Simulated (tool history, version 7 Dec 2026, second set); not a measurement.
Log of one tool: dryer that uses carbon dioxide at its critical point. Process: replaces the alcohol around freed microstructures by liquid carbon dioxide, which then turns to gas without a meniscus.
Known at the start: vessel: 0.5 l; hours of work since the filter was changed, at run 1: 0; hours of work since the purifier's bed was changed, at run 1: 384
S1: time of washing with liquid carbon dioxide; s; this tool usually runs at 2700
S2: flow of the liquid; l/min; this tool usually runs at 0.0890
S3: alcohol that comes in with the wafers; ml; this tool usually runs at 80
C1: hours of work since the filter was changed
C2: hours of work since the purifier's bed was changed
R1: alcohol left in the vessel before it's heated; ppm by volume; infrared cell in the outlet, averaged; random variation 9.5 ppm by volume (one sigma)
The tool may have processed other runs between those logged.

run 1 hour=0.0 | S1=2700 S2=0.0890 S3=80 | C1=0 C2=384 | R1=560
run 2 hour=18.7 | S1=2700 S2=0.0890 S3=97 | C1=9 C2=393 | R1=708
run 3 hour=47.3 | S1=2700 S2=0.0890 S3=97 | C1=24 C2=408 | R1=729
run 4 hour=88.0 | S1=2700 S2=0.0890 S3=97 | C1=45 C2=429 | R1=755
run 5 hour=120.4 | S1=2700 S2=0.0890 S3=80 | C1=61 C2=445 | R1=649
run 6 hour=154.0 | S1=2700 S2=0.0890 S3=80 | C1=78 C2=462 | R1=665
run 7 hour=178.5 | S1=2700 S2=0.0890 S3=80 | C1=91 C2=475 | R1=693
run 8 hour=211.7 | S1=2700 S2=0.1422 S3=80 | C1=107 C2=491 | R1=51
run 9 hour=252.2 | S1=2700 S2=0.1422 S3=80 | C1=128 C2=512 | R1=57
run 10 hour=271.9 | S1=2700 S2=0.1422 S3=80 | C1=138 C2=522 | R1=62
run 11 hour=303.8 | S1=2700 S2=0.1422 S3=80 | C1=154 C2=538 | R1=56
run 12 hour=335.8 | S1=2220 S2=0.1422 S3=28 | C1=170 C2=554 | R1=77
run 13 hour=372.9 | S1=3660 S2=0.1484 S3=80 | C1=189 C2=573 | R1=27
run 14 hour=401.6 | S1=3960 S2=0.1509 S3=84 | C1=204 C2=588 | R1=29
run 15 hour=440.5 | S1=3960 S2=0.0887 S3=84 | C1=224 C2=607 | R1=108
run 16 hour=474.3 | S1=1920 S2=0.0539 S3=70 | C1=241 C2=625 | R1=14824
run 17 hour=496.9 | S1=1980 S2=0.0890 S3=27 | C1=252 C2=636 | R1=1312
run 18 hour=529.9 | S1=1980 S2=0.0890 S3=27 | C1=269 C2=653 | R1=1335
run 19 hour=563.2 | S1=2940 S2=0.0890 S3=27 | C1=286 C2=670 | R1=254

4 options for the next run, each taken on its own from the tool as it stands now. Forecast them:
run A hour=590.7 | S1=3120 S2=0.1211 S3=66 | C1=300 C2=684 | R1=?
run B hour=590.7 | S1=2100 S2=0.1456 S3=27 | C1=300 C2=684 | R1=?
run C hour=590.7 | S1=2580 S2=0.0666 S3=46 | C1=300 C2=684 | R1=?
run D hour=590.7 | S1=1800 S2=0.0670 S3=21 | C1=300 C2=684 | R1=?

run=A R1=85
run=B R1=130
run=C R1=2590
run=D R1=3483
Had the tool no hidden state, the same runs would have come out as:
run=A R1=20
run=B R1=46
run=C R1=1558
run=D R1=2435
